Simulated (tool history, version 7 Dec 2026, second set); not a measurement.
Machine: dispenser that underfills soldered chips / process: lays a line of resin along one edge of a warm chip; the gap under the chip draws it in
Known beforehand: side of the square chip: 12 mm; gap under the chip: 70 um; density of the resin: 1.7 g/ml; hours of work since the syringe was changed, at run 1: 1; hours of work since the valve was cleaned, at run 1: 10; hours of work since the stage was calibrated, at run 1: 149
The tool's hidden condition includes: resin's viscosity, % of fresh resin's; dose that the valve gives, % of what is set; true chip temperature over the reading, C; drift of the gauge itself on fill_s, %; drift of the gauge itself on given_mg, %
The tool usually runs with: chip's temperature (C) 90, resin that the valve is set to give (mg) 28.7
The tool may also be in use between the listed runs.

| run | hour | chip's temperature (C) | resin that the valve is set to give (mg) | hours of work since the syringe was changed | hours of work since the valve was cleaned | hours of work since the stage was calibrated | time until the resin shows at the far edge (s) | resin that the valve gave (mg) |
|---|---|---|---|---|---|---|---|---|
| 1 | 0 | 90 | 28.7 | 1 | 10 | 149 | 97.5 | 28.62 |
| 2 | 12.1 | 90 | 28.7 | 9 | 18 | 157 | 156.3 | 28.16 |
|  | 13.8 | new syringe of resin |
| 3 | 25.4 | 90 | 34 | 8 | 27 | 165 | 147.4 | 33.11 |
|  | 29 | new syringe of resin |
| 4 | 40.2 | 89 | 28.7 | 7 | 36 | 175 | 155.2 | 27.96 |
|  | 43.2 | new syringe of resin |
| 5 | 54 | 90 | 36 | 7 | 45 | 184 | 140.5 | 34.7 |
|  | 57.4 | new syringe of resin |
| 6 | 67.2 | 89 | 24.6 | 7 | 54 | 193 | 144.2 | 23.77 |
|  | 72.2 | new syringe of resin |
| 7 | 74.8 | 89 | 24.6 | 2 | 59 | 198 | 111.5 | 23.64 |
|  | 86.9 | new syringe of resin |
| 8 | 88.6 | 78 | 35.4 | 1 | 68 | 207 | 142.2 | 33.68 |
|  | 101.6 | new syringe of resin |
| 9 | 102.4 | 78 | 35.4 | 1 | 77 | 216 | 137.2 | 33.71 |
|  | 116 | dispensing valve cleaned and set on the balance |
|  | 117.5 | new syringe of resin |
| 10 | 118.1 | 78 | 35.4 | 0 | 1 | 225 | 136.3 | 35.45 |

Predict each of these 4 candidate next runs independently; none follows another, all start after run 10:
|  | 131.8 | new syringe of resin |
| A | 133.6 | 79 | 31.4 | 1 | 11 | 236 | ? | ? |
|  | 131.8 | new syringe of resin |
| B | 133.6 | 78 | 33.8 | 1 | 11 | 236 | ? | ? |
|  | 131.8 | new syringe of resin |
| C | 133.6 | 91 | 35.5 | 1 | 11 | 236 | ? | ? |
|  | 131.8 | new syringe of resin |
| D | 133.6 | 82 | 31.6 | 1 | 11 | 236 | ? | ? |

| run | time until the resin shows at the far edge (s) | resin that the valve gave (mg) |
|---|---|---|
| A | 142.6 | 31.06 |
| B | 147.8 | 33.69 |
| C | 97.2 | 35.39 |
| D | 129.7 | 31.35 |
Without the tool's hidden state the same runs would have given:
| run | time until the resin shows at the far edge (s) | resin that the valve gave (mg) |
|---|---|---|
| A | 139.1 | 31.26 |
| B | 144.2 | 33.91 |
| C | 94.4 | 35.62 |
| D | 126.4 | 31.56 |
